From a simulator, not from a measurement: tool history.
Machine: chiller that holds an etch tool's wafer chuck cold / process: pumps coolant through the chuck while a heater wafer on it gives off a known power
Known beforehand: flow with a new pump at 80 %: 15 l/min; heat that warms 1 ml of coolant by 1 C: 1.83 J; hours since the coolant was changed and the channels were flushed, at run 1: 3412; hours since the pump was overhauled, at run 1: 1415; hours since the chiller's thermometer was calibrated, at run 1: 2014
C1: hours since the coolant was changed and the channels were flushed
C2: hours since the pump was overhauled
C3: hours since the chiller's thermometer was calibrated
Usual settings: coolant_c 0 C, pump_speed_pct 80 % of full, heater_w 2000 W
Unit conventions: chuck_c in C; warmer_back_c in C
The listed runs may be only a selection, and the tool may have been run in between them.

{"run": 1, "hour": 0.0, "coolant_c": 0, "pump_speed_pct": 80, "heater_w": 2000, "C1": 3412, "C2": 1415, "C3": 2014, "chuck_c": 18.4, "warmer_back_c": 4.55}
{"run": 2, "hour": 143.0, "coolant_c": 0, "pump_speed_pct": 80, "heater_w": 2000, "C1": 3555, "C2": 1558, "C3": 2157, "chuck_c": 18.5, "warmer_back_c": 4.56}
{"run": 3, "hour": 267.1, "coolant_c": 0, "pump_speed_pct": 80, "heater_w": 2000, "C1": 3679, "C2": 1682, "C3": 2281, "chuck_c": 18.8, "warmer_back_c": 4.64}
{"run": 4, "hour": 401.2, "coolant_c": 0, "pump_speed_pct": 78, "heater_w": 2000, "C1": 3814, "C2": 1817, "C3": 2416, "chuck_c": 19.3, "warmer_back_c": 4.76}
{"hour": 505.8, "done": "coolant changed, channels flushed"}
{"run": 5, "hour": 544.7, "coolant_c": 0, "pump_speed_pct": 68, "heater_w": 2000, "C1": 39, "C2": 1954, "C3": 2553, "chuck_c": 18.2, "warmer_back_c": 5.57}
{"run": 6, "hour": 667.9, "coolant_c": 0, "pump_speed_pct": 96, "heater_w": 2000, "C1": 162, "C2": 2077, "C3": 2676, "chuck_c": 14, "warmer_back_c": 3.81}
{"run": 7, "hour": 758.6, "coolant_c": 0, "pump_speed_pct": 96, "heater_w": 2000, "C1": 253, "C2": 2168, "C3": 2767, "chuck_c": 14.1, "warmer_back_c": 3.84}
{"run": 8, "hour": 825.7, "coolant_c": 0, "pump_speed_pct": 80, "heater_w": 2000, "C1": 320, "C2": 2235, "C3": 2834, "chuck_c": 16.3, "warmer_back_c": 4.68}
{"run": 9, "hour": 897.2, "coolant_c": 0, "pump_speed_pct": 80, "heater_w": 2000, "C1": 391, "C2": 2306, "C3": 2906, "chuck_c": 16.4, "warmer_back_c": 4.68}
{"run": 10, "hour": 982.5, "coolant_c": 0, "pump_speed_pct": 80, "heater_w": 2000, "C1": 477, "C2": 2392, "C3": 2991, "chuck_c": 16.5, "warmer_back_c": 4.71}
{"run": 11, "hour": 1122.5, "coolant_c": 0, "pump_speed_pct": 80, "heater_w": 2000, "C1": 617, "C2": 2532, "C3": 3131, "chuck_c": 16.8, "warmer_back_c": 4.71}
{"run": 12, "hour": 1227.6, "coolant_c": 0, "pump_speed_pct": 80, "heater_w": 2000, "C1": 722, "C2": 2637, "C3": 3236, "chuck_c": 16.8, "warmer_back_c": 4.81}
{"run": 13, "hour": 1308.6, "coolant_c": 0, "pump_speed_pct": 85, "heater_w": 2000, "C1": 803, "C2": 2718, "C3": 3317, "chuck_c": 16.2, "warmer_back_c": 4.52}
{"run": 14, "hour": 1373.0, "coolant_c": 2, "pump_speed_pct": 85, "heater_w": 2000, "C1": 867, "C2": 2782, "C3": 3381, "chuck_c": 18.1, "warmer_back_c": 4.46}
{"run": 15, "hour": 1484.1, "coolant_c": 2, "pump_speed_pct": 85, "heater_w": 2000, "C1": 978, "C2": 2893, "C3": 3493, "chuck_c": 18.2, "warmer_back_c": 4.54}
{"run": 16, "hour": 1586.5, "coolant_c": 0, "pump_speed_pct": 80, "heater_w": 2000, "C1": 1081, "C2": 2996, "C3": 3595, "chuck_c": 17.3, "warmer_back_c": 4.83}
{"run": 17, "hour": 1698.9, "coolant_c": 0, "pump_speed_pct": 80, "heater_w": 2000, "C1": 1193, "C2": 3108, "C3": 3707, "chuck_c": 17.6, "warmer_back_c": 4.83}
{"run": 18, "hour": 1786.4, "coolant_c": 0, "pump_speed_pct": 71, "heater_w": 2100, "C1": 1281, "C2": 3196, "C3": 3795, "chuck_c": 20.1, "warmer_back_c": 5.81}
{"run": 19, "hour": 1861.9, "coolant_c": 0, "pump_speed_pct": 89, "heater_w": 2550, "C1": 1356, "C2": 3271, "C3": 3870, "chuck_c": 20.6, "warmer_back_c": 5.46}
{"run": 20, "hour": 1982.0, "coolant_c": 0, "pump_speed_pct": 74, "heater_w": 2550, "C1": 1476, "C2": 3391, "C3": 3990, "chuck_c": 23.9, "warmer_back_c": 6.84}
{"run": 21, "hour": 2056.9, "coolant_c": 0, "pump_speed_pct": 65, "heater_w": 2000, "C1": 1551, "C2": 3466, "C3": 4065, "chuck_c": 20.9, "warmer_back_c": 6.18}
{"run": 22, "hour": 2156.8, "coolant_c": 0, "pump_speed_pct": 65, "heater_w": 1959, "C1": 1651, "C2": 3566, "C3": 4165, "chuck_c": 20.8, "warmer_back_c": 6.08}
{"run": 23, "hour": 2297.0, "coolant_c": -3, "pump_speed_pct": 95, "heater_w": 1471, "C1": 1791, "C2": 3706, "C3": 4305, "chuck_c": 8.7, "warmer_back_c": 3.02}
{"run": 24, "hour": 2432.7, "coolant_c": 6, "pump_speed_pct": 77, "heater_w": 2148, "C1": 1927, "C2": 3842, "C3": 4441, "chuck_c": 26.3, "warmer_back_c": 5.6}
{"run": 25, "hour": 2530.4, "coolant_c": -9, "pump_speed_pct": 79, "heater_w": 1320, "C1": 2025, "C2": 3940, "C3": 4539, "chuck_c": 3.3, "warmer_back_c": 3.29}
{"run": 26, "hour": 2647.8, "coolant_c": -4, "pump_speed_pct": 88, "heater_w": 1320, "C1": 2142, "C2": 4057, "C3": 4656, "chuck_c": 7.6, "warmer_back_c": 2.99}
{"run": 27, "hour": 2778.3, "coolant_c": -9, "pump_speed_pct": 73, "heater_w": 1727, "C1": 2272, "C2": 4188, "C3": 4787, "chuck_c": 8.3, "warmer_back_c": 4.83}
{"run": 28, "hour": 2839.2, "coolant_c": -9, "pump_speed_pct": 68, "heater_w": 1494, "C1": 2333, "C2": 4249, "C3": 4848, "chuck_c": 7.2, "warmer_back_c": 4.53}
{"run": 29, "hour": 2987.7, "coolant_c": -9, "pump_speed_pct": 68, "heater_w": 1753, "C1": 2482, "C2": 4397, "C3": 4996, "chuck_c": 10, "warmer_back_c": 5.28}
{"run": 30, "hour": 3077.1, "coolant_c": 0, "pump_speed_pct": 69, "heater_w": 1825, "C1": 2571, "C2": 4486, "C3": 5085, "chuck_c": 19.7, "warmer_back_c": 5.49}
{"run": 31, "hour": 3158.6, "coolant_c": 7, "pump_speed_pct": 60, "heater_w": 1825, "C1": 2653, "C2": 4568, "C3": 5167, "chuck_c": 29.3, "warmer_back_c": 6.47}

3 options for the next run, each taken on its own from the tool as it stands now. Forecast them:
{"run": "A", "hour": 3297.4, "coolant_c": 0, "pump_speed_pct": 85, "heater_w": 2000, "C1": 2792, "C2": 4707, "C3": 5306, "chuck_c": "?", "warmer_back_c": "?"}
{"run": "B", "hour": 3297.4, "coolant_c": 7, "pump_speed_pct": 62, "heater_w": 2726, "C1": 2792, "C2": 4707, "C3": 5306, "chuck_c": "?", "warmer_back_c": "?"}
{"run": "C", "hour": 3297.4, "coolant_c": -7, "pump_speed_pct": 80, "heater_w": 1853, "C1": 2792, "C2": 4707, "C3": 5306, "chuck_c": "?", "warmer_back_c": "?"}

run=A chuck_c=18.7 warmer_back_c=4.83
run=B chuck_c=39.3 warmer_back_c=9.3
run=C chuck_c=11.1 warmer_back_c=4.8
Without the tool's hidden state the same runs would have given:
run=A chuck_c=14.4 warmer_back_c=4.11
run=B chuck_c=32.2 warmer_back_c=7.9
run=C chuck_c=7 warmer_back_c=4.08
